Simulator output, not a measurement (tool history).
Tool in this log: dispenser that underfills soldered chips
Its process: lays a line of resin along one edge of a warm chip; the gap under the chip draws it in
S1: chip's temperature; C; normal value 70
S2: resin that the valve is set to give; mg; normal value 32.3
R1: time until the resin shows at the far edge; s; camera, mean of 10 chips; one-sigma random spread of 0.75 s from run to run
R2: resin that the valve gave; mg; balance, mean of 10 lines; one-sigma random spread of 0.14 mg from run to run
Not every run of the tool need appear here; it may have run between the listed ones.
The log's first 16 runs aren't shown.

At day 6.979: new syringe of resin.
Run 17, day 7.200: usual settings. Result: R1 83.6 s, R2 31.31 mg.
At day 7.633: new syringe of resin.
Run 18, day 7.638: usual settings but S2 31.8 mg. Result: R1 72.5 s, R2 30.72 mg.
Run 19, day 8.171: usual settings but S2 39.7 mg. Result: R1 102.9 s, R2 37.96 mg.
At day 8.254: new syringe of resin.
Run 20, day 8.454: usual settings but S2 33.1 mg. Result: R1 81.5 s, R2 32.08 mg.
At day 8.592: dispensing valve cleaned and set on the balance.
Run 21, day 8.896: usual settings but S2 33.1 mg. Result: R1 107.8 s, R2 32.99 mg.
At day 8.958: new syringe of resin.
Run 22, day 9.158: usual settings but S1 74 C, S2 33.1 mg. Result: R1 68.8 s, R2 32.84 mg.
At day 9.596: new syringe of resin.
Run 23, day 9.642: usual settings but S1 74 C, S2 33.1 mg. Result: R1 62.7 s, R2 32.57 mg.
Run 24, day 10.158: usual settings but S1 69 C, S2 40.8 mg. Result: R1 104.4 s, R2 39.97 mg.
At day 10.250: new syringe of resin.
Run 25, day 10.421: usual settings but S1 63 C, S2 40.8 mg. Result: R1 108.0 s, R2 39.93 mg.
At day 10.867: new syringe of resin.
Run 26, day 10.971: usual settings but S1 73 C, S2 38.6 mg. Result: R1 68.4 s, R2 37.74 mg.
At day 11.492: new syringe of resin.
Run 27, day 11.508: usual settings but S1 82 C, S2 28.7 mg. Result: R1 45.5 s, R2 27.63 mg.
Run 28, day 11.938: usual settings but S1 79 C, S2 38.5 mg. Result: R1 65.8 s, R2 36.92 mg.
At day 12.125: new syringe of resin.
Run 29, day 12.492: usual settings but S1 79 C, S2 38.5 mg. Result: R1 59.7 s, R2 36.57 mg.
At day 12.571: dispensing valve cleaned and set on the balance.
At day 12.800: new syringe of resin.
Run 30, day 13.071: usual settings but S1 79 C, S2 38.5 mg. Result: R1 56.9 s, R2 38.34 mg.

Run 31 comes next. What will it give?
Run 31, day 13.317: usual settings but S1 68 C. Result: R1 ?, R2 ?.

R1: 108.2 s
R2: 31.89 mg
Without the tool's hidden state the same run would have given R1 73.3 s, R2 32.13 mg.
